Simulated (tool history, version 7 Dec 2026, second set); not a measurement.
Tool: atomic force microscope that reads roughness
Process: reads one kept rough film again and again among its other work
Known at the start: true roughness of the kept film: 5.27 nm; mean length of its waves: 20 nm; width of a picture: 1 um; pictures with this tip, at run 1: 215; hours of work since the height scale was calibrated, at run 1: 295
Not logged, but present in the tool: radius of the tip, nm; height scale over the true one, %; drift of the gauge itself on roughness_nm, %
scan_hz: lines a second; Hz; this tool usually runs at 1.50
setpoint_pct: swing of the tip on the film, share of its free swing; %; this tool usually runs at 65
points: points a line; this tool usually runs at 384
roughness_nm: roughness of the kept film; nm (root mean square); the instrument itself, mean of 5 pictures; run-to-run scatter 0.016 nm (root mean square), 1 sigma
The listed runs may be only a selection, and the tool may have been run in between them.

run	hour	scan_hz	setpoint_pct	points	pictures with this tip	hours of work since the height scale was calibrated	roughness_nm
1	0.0	1.50	65	384	215	295	2.444
2	9.5	1.50	65	466	236	302	2.377
# hour 16.4: new tip fitted
3	17.8	1.50	65	466	3	308	3.840
4	27.1	1.50	65	466	24	315	3.614
5	37.6	1.50	65	466	47	322	3.444
6	42.9	3.68	65	466	59	326	3.118
7	47.8	3.68	65	466	69	330	3.070
8	56.6	3.68	65	466	89	336	2.957
9	62.9	1.50	65	384	103	341	3.040
10	74.5	1.50	65	377	128	349	2.911
11	83.6	1.50	65	377	148	356	2.793
12	90.1	1.50	77	377	163	360	2.606
13	102.1	1.02	77	377	189	369	2.592
14	113.8	1.02	77	377	215	378	2.483
15	121.7	1.02	77	377	233	383	2.409
# hour 130.0: new tip fitted
16	133.2	1.33	72	721	7	391	3.822
17	144.5	0.89	58	473	32	400	3.738
# hour 146.2: height scale calibrated on a step standard
18	156.0	0.76	55	343	55	7	3.564
19	163.1	0.76	55	343	71	12	3.456
20	168.0	0.54	55	593	81	16	3.455
# hour 173.7: height scale calibrated on a step standard, once more
21	180.0	1.46	55	593	106	5	3.189
22	188.6	0.52	81	279	125	11	2.930
23	198.4	0.52	58	716	146	18	3.016
24	206.6	0.58	65	677	164	24	2.892
25	211.6	0.58	65	615	175	28	2.833

Branching from run 25: 3 alternative next runs. What would each branch give?
A	217.7	2.02	65	528	189	32	?
B	217.7	1.85	86	384	189	32	?
C	217.7	0.58	70	363	189	32	?

run	roughness_nm
A	2.649
B	2.352
C	2.750
With the hidden condition removed and each run's random variation left untouched, the same runs would have given:
run	roughness_nm
A	3.890
B	3.452
C	4.038

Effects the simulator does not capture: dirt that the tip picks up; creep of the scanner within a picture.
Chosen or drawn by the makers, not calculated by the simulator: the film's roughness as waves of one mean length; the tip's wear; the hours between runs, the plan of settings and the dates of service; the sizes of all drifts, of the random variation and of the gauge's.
